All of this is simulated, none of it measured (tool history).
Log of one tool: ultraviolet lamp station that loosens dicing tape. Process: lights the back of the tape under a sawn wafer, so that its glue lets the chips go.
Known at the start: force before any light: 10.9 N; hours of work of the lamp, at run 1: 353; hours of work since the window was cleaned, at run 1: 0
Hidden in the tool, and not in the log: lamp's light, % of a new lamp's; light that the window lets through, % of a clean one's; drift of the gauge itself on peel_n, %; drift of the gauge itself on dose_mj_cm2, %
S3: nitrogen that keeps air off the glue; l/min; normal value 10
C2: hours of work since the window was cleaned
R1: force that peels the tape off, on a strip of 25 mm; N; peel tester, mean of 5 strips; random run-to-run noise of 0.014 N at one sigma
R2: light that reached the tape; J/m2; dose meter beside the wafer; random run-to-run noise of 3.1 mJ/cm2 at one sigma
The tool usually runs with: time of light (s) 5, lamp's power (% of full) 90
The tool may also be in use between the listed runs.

run 1 hour=0.0 | time_of_light_(s)=5 lamp's_power_(%_of_full)=90 S3=10 | hours_of_work_of_the_lamp=353 C2=0 | R1=0.877 R2=4200
run 2 hour=56.0 | time_of_light_(s)=5 lamp's_power_(%_of_full)=90 S3=10 | hours_of_work_of_the_lamp=386 C2=33 | R1=1.008 R2=4000
run 3 hour=125.7 | time_of_light_(s)=5 lamp's_power_(%_of_full)=90 S3=10 | hours_of_work_of_the_lamp=427 C2=74 | R1=1.099 R2=3820
run 4 hour=201.5 | time_of_light_(s)=5 lamp's_power_(%_of_full)=90 S3=10 | hours_of_work_of_the_lamp=472 C2=119 | R1=1.175 R2=3660
run 5 hour=267.9 | time_of_light_(s)=5 lamp's_power_(%_of_full)=90 S3=10 | hours_of_work_of_the_lamp=512 C2=159 | R1=1.349 R2=3430
run 6 hour=345.1 | time_of_light_(s)=5 lamp's_power_(%_of_full)=90 S3=10 | hours_of_work_of_the_lamp=557 C2=204 | R1=1.511 R2=3260
-- hour=364.6 window cleaned of glue's vapour
run 7 hour=411.4 | time_of_light_(s)=5 lamp's_power_(%_of_full)=90 S3=10 | hours_of_work_of_the_lamp=596 C2=28 | R1=2.101 R2=2720
-- hour=473.1 window cleaned of glue's vapour, once more
run 8 hour=487.2 | time_of_light_(s)=5 lamp's_power_(%_of_full)=90 S3=9 | hours_of_work_of_the_lamp=641 C2=8 | R1=1.311 R2=3710
run 9 hour=558.7 | time_of_light_(s)=5 lamp's_power_(%_of_full)=90 S3=9 | hours_of_work_of_the_lamp=683 C2=51 | R1=1.382 R2=3480
run 10 hour=605.3 | time_of_light_(s)=5 lamp's_power_(%_of_full)=90 S3=9 | hours_of_work_of_the_lamp=711 C2=78 | R1=1.467 R2=3390
run 11 hour=648.1 | time_of_light_(s)=5 lamp's_power_(%_of_full)=90 S3=9 | hours_of_work_of_the_lamp=736 C2=104 | R1=1.562 R2=3300
run 12 hour=709.0 | time_of_light_(s)=5 lamp's_power_(%_of_full)=90 S3=5 | hours_of_work_of_the_lamp=772 C2=140 | R1=2.422 R2=3120
run 13 hour=747.9 | time_of_light_(s)=5 lamp's_power_(%_of_full)=67 S3=10 | hours_of_work_of_the_lamp=795 C2=163 | R1=2.708 R2=2280
run 14 hour=785.8 | time_of_light_(s)=5 lamp's_power_(%_of_full)=67 S3=10 | hours_of_work_of_the_lamp=817 C2=185 | R1=2.904 R2=2180
run 15 hour=819.5 | time_of_light_(s)=5 lamp's_power_(%_of_full)=67 S3=10 | hours_of_work_of_the_lamp=837 C2=205 | R1=2.974 R2=2160
-- hour=839.9 window cleaned of glue's vapour
run 16 hour=873.7 | time_of_light_(s)=5 lamp's_power_(%_of_full)=67 S3=10 | hours_of_work_of_the_lamp=869 C2=20 | R1=2.440 R2=2470
run 17 hour=948.6 | time_of_light_(s)=5 lamp's_power_(%_of_full)=90 S3=5 | hours_of_work_of_the_lamp=914 C2=64 | R1=2.384 R2=3080
run 18 hour=1023.5 | time_of_light_(s)=5 lamp's_power_(%_of_full)=90 S3=10 | hours_of_work_of_the_lamp=958 C2=109 | R1=1.800 R2=2890
run 19 hour=1075.2 | time_of_light_(s)=6 lamp's_power_(%_of_full)=78 S3=10 | hours_of_work_of_the_lamp=988 C2=139 | R1=1.871 R2=2940
run 20 hour=1124.1 | time_of_light_(s)=6 lamp's_power_(%_of_full)=78 S3=10 | hours_of_work_of_the_lamp=1017 C2=168 | R1=1.928 R2=2780
run 21 hour=1192.1 | time_of_light_(s)=6 lamp's_power_(%_of_full)=78 S3=10 | hours_of_work_of_the_lamp=1058 C2=208 | R1=2.134 R2=2710
-- hour=1205.4 window cleaned of glue's vapour
run 22 hour=1253.7 | time_of_light_(s)=8 lamp's_power_(%_of_full)=90 S3=11 | hours_of_work_of_the_lamp=1094 C2=29 | R1=0.674 R2=4600
run 23 hour=1291.6 | time_of_light_(s)=6 lamp's_power_(%_of_full)=80 S3=7 | hours_of_work_of_the_lamp=1116 C2=51 | R1=2.202 R2=2980
run 24 hour=1363.4 | time_of_light_(s)=4 lamp's_power_(%_of_full)=90 S3=10 | hours_of_work_of_the_lamp=1159 C2=93 | R1=2.966 R2=2080
-- hour=1429.0 lamp changed
run 25 hour=1443.2 | time_of_light_(s)=5 lamp's_power_(%_of_full)=82 S3=17 | hours_of_work_of_the_lamp=8 C2=140 | R1=0.728 R2=3870
run 26 hour=1484.0 | time_of_light_(s)=5 lamp's_power_(%_of_full)=68 S3=17 | hours_of_work_of_the_lamp=33 C2=164 | R1=1.204 R2=3160
run 27 hour=1556.4 | time_of_light_(s)=3 lamp's_power_(%_of_full)=68 S3=16 | hours_of_work_of_the_lamp=75 C2=207 | R1=3.181 R2=1750
-- hour=1571.3 window cleaned of glue's vapour
run 28 hour=1621.4 | time_of_light_(s)=5 lamp's_power_(%_of_full)=80 S3=12 | hours_of_work_of_the_lamp=114 C2=30 | R1=0.888 R2=3980
run 29 hour=1666.0 | time_of_light_(s)=5 lamp's_power_(%_of_full)=90 S3=11 | hours_of_work_of_the_lamp=140 C2=56 | R1=0.756 R2=4340
run 30 hour=1708.5 | time_of_light_(s)=5 lamp's_power_(%_of_full)=83 S3=14 | hours_of_work_of_the_lamp=165 C2=81 | R1=0.831 R2=3940
run 31 hour=1774.0 | time_of_light_(s)=3 lamp's_power_(%_of_full)=77 S3=14 | hours_of_work_of_the_lamp=204 C2=120 | R1=2.656 R2=2060
run 32 hour=1823.8 | time_of_light_(s)=7 lamp's_power_(%_of_full)=90 S3=8 | hours_of_work_of_the_lamp=233 C2=149 | R1=0.559 R2=5540
run 33 hour=1897.3 | time_of_light_(s)=7 lamp's_power_(%_of_full)=90 S3=8 | hours_of_work_of_the_lamp=277 C2=193 | R1=0.611 R2=5220
-- hour=1936.2 window cleaned of glue's vapour
run 34 hour=1958.1 | time_of_light_(s)=10 lamp's_power_(%_of_full)=98 S3=8 | hours_of_work_of_the_lamp=313 C2=13 | R1=0.196 R2=9150
run 35 hour=2000.4 | time_of_light_(s)=4 lamp's_power_(%_of_full)=82 S3=10 | hours_of_work_of_the_lamp=338 C2=38 | R1=1.767 R2=2980
run 36 hour=2050.1 | time_of_light_(s)=5 lamp's_power_(%_of_full)=81 S3=9 | hours_of_work_of_the_lamp=367 C2=67 | R1=1.352 R2=3560

For each run, the measured value with the value that run would have given without the tool's hidden condition subtracted. The run-to-run variation is shared by both, the gauge scatter possibly not:
run=1 R1=+0.256 R2=-660
run=2 R1=+0.354 R2=-820
run=3 R1=+0.455 R2=-1010
run=4 R1=+0.563 R2=-1220
run=5 R1=+0.704 R2=-1370
run=6 R1=+0.868 R2=-1560
run=7 R1=+1.463 R2=-2160
run=8 R1=+0.591 R2=-1160
run=9 R1=+0.696 R2=-1330
run=10 R1=+0.783 R2=-1450
run=11 R1=+0.878 R2=-1560
run=12 R1=+1.310 R2=-1700
run=13 R1=+1.467 R2=-1340
run=14 R1=+1.618 R2=-1390
run=15 R1=+1.703 R2=-1450
run=16 R1=+1.195 R2=-1160
run=17 R1=+1.303 R2=-1710
run=18 R1=+1.166 R2=-1890
run=19 R1=+1.271 R2=-2090
run=20 R1=+1.351 R2=-2200
run=21 R1=+1.550 R2=-2370
run=22 R1=+0.469 R2=-3130
run=23 R1=+1.460 R2=-2170
run=24 R1=+1.897 R2=-1740
run=25 R1=+0.182 R2=-490
run=26 R1=+0.335 R2=-510
run=27 R1=+0.772 R2=-400
run=28 R1=+0.144 R2=-320
run=29 R1=+0.167 R2=-480
run=30 R1=+0.225 R2=-550
run=31 R1=+0.615 R2=-390
run=32 R1=+0.228 R2=-1280
run=33 R1=+0.290 R2=-1560
run=34 R1=+0.028 R2=-1330
run=35 R1=+0.472 R2=-540
run=36 R1=+0.463 R2=-790
